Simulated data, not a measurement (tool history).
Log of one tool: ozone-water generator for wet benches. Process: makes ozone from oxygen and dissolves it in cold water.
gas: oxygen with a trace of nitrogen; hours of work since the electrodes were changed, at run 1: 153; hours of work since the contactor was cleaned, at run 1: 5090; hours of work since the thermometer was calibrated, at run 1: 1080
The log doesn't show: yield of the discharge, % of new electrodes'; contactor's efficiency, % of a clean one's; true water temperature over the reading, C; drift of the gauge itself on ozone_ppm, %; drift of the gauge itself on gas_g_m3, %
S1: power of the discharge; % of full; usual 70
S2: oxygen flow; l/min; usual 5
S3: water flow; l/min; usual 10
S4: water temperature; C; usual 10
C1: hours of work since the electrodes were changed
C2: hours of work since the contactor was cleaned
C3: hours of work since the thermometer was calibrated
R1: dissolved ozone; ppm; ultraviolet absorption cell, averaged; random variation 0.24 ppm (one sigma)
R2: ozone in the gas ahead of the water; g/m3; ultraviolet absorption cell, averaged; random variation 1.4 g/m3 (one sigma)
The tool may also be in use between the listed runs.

Run 1, hour 0: usual settings; C1 153; C2 5090; C3 1080. Result: R1 34.1 ppm, R2 255.6 g/m3.
Run 2, hour 21.4: usual settings; C1 170; C2 5107; C3 1098. Result: R1 34.4 ppm, R2 258.2 g/m3.
Run 3, hour 43.6: usual settings but S3 16 l/min; C1 188; C2 5125; C3 1116. Result: R1 22.5 ppm, R2 259.6 g/m3.
Run 4, hour 68.1: usual settings but S3 16 l/min; C1 208; C2 5145; C3 1135. Result: R1 22.5 ppm, R2 257.2 g/m3.
Run 5, hour 100.4: usual settings but S3 16 l/min; C1 234; C2 5171; C3 1162. Result: R1 22.4 ppm, R2 256.2 g/m3.
Run 6, hour 119.3: usual settings but S3 16 l/min; C1 249; C2 5187; C3 1177. Result: R1 22.4 ppm, R2 256.3 g/m3.
Run 7, hour 135.1: usual settings but S3 16 l/min; C1 262; C2 5200; C3 1190. Result: R1 22.3 ppm, R2 259.5 g/m3.
Run 8, hour 170: usual settings but S3 16 l/min; C1 291; C2 5228; C3 1218. Result: R1 22.3 ppm, R2 256.3 g/m3.
Run 9, hour 202.3: usual settings but S3 16 l/min; C1 317; C2 5254; C3 1244. Result: R1 22.3 ppm, R2 256.6 g/m3.
Run 10, hour 234.6: usual settings; C1 343; C2 5280; C3 1271. Result: R1 34.1 ppm, R2 256.3 g/m3.
Run 11, hour 260.3: usual settings; C1 364; C2 5301; C3 1291. Result: R1 33.9 ppm, R2 254.4 g/m3.
Run 12, hour 283.3: usual settings; C1 383; C2 5320; C3 1310. Result: R1 34.2 ppm, R2 256 g/m3.
Run 13, hour 311.5: usual settings; C1 405; C2 5343; C3 1333. Result: R1 34.3 ppm, R2 254.2 g/m3.
Run 14, hour 349.2: usual settings; C1 436; C2 5373; C3 1363. Result: R1 34.2 ppm, R2 256.4 g/m3.
Run 15, hour 369.6: usual settings; C1 453; C2 5390; C3 1380. Result: R1 34.1 ppm, R2 256 g/m3.
Run 16, hour 397.5: usual settings; C1 475; C2 5412; C3 1403. Result: R1 34.5 ppm, R2 256 g/m3.
Run 17, hour 425.5: usual settings but S1 71 % of full, S3 7 l/min; C1 498; C2 5435; C3 1425. Result: R1 45.6 ppm, R2 257.4 g/m3.
Run 18, hour 457: usual settings but S1 71 % of full, S3 7 l/min; C1 523; C2 5461; C3 1451. Result: R1 45.6 ppm, R2 257.8 g/m3.
Run 19, hour 477.4: usual settings but S1 61 % of full, S2 4.6 l/min; C1 540; C2 5477; C3 1468. Result: R1 30.2 ppm, R2 236.4 g/m3.
Run 20, hour 496: usual settings but S1 93 % of full, S2 6.12 l/min, S3 11 l/min, S4 6 C; C1 555; C2 5492; C3 1483. Result: R1 42.7 ppm, R2 295 g/m3.
At hour 502.5: contactor cleaned.
Run 21, hour 521.3: usual settings but S1 93 % of full, S2 6.12 l/min, S3 11 l/min, S4 6 C; C1 572; C2 15; C3 1500. Result: R1 42.5 ppm, R2 293.4 g/m3.

Forecast run 22:
Run 22, hour 537: usual settings but S1 54 % of full, S2 6.12 l/min, S3 11 l/min, S4 14 C; C1 585; C2 28; C3 1513. Result: R1 ?, R2 ?.

{"run 22": {"R1": 24.5, "R2": 198}}
Without the tool's hidden state the same run would have given R1 25.8 ppm, R2 200.4 g/m3.
